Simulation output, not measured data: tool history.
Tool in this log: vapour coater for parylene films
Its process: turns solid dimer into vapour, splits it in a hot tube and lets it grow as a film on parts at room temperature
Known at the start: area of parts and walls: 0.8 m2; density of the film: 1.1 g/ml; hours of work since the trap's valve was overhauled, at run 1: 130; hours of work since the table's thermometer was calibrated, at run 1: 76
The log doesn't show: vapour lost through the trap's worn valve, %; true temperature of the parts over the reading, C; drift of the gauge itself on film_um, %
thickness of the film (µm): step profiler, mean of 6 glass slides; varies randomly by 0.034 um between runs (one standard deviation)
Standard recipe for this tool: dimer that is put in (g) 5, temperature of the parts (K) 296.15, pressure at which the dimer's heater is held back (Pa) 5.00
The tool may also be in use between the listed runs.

run,hour,dimer that is put in (g),temperature of the parts (K),pressure at which the dimer's heater is held back (Pa),hours of work since the trap's valve was overhauled,hours of work since the table's thermometer was calibrated,thickness of the film (µm)
1,0.0,5,296.15,5.00,130,76,3.45
2,42.6,2,296.15,5.00,152,98,1.37
3,68.4,2,296.15,5.00,165,112,1.41
4,110.4,2,296.15,5.00,187,133,1.41
5,150.1,2,296.15,5.00,208,154,1.39
6,185.9,5,296.15,5.00,226,172,3.49
7,222.5,5,296.15,5.00,245,191,3.47
8,263.2,5,296.15,5.00,266,212,3.47
# hour 300.7: trap's valve overhauled
9,309.8,5,296.15,5.00,5,234,3.45
10,328.2,5,296.15,5.00,14,244,3.49
11,346.0,5,296.15,2.30,23,253,4.04
12,372.7,5,296.15,6.49,37,267,3.38
13,392.4,5,296.15,6.49,47,277,3.31
14,424.6,5,296.15,5.00,64,294,3.46
15,445.2,5,296.15,5.00,75,304,3.56
16,471.5,8,296.15,10.55,88,318,4.88
17,508.9,2,296.15,5.52,108,337,1.37
18,536.7,5,291.15,5.67,122,352,3.74
19,558.5,3,296.15,2.87,133,363,2.31
20,577.7,3,296.15,2.87,143,373,2.36
21,597.2,2,296.15,3.77,153,383,1.49
22,624.1,2,291.15,3.77,167,397,1.57
23,646.8,2,291.15,3.77,179,409,1.63
24,685.2,4,299.15,3.77,199,428,2.80
25,728.0,7,299.15,2.73,221,451,5.20
26,770.6,9,301.15,6.46,243,473,5.47
27,810.1,9,301.15,6.46,263,493,5.50
# hour 853.2: trap's valve overhauled
28,853.8,5,293.15,4.12,0,513,3.83
29,894.6,6,295.15,2.83,21,535,4.77

Below are 3 alternative next runs, each starting from the tool's condition after run 29. Predict each:
A,924.9,4,295.15,2.83,37,550,?
B,924.9,2,289.15,8.94,37,550,?
C,924.9,6,290.15,2.83,37,550,?

run,thickness of the film (µm)
A,3.19
B,1.47
C,5.24
Had the tool no hidden state, the same runs would have come out as:
run,thickness of the film (µm)
A,3.19
B,1.47
C,5.25

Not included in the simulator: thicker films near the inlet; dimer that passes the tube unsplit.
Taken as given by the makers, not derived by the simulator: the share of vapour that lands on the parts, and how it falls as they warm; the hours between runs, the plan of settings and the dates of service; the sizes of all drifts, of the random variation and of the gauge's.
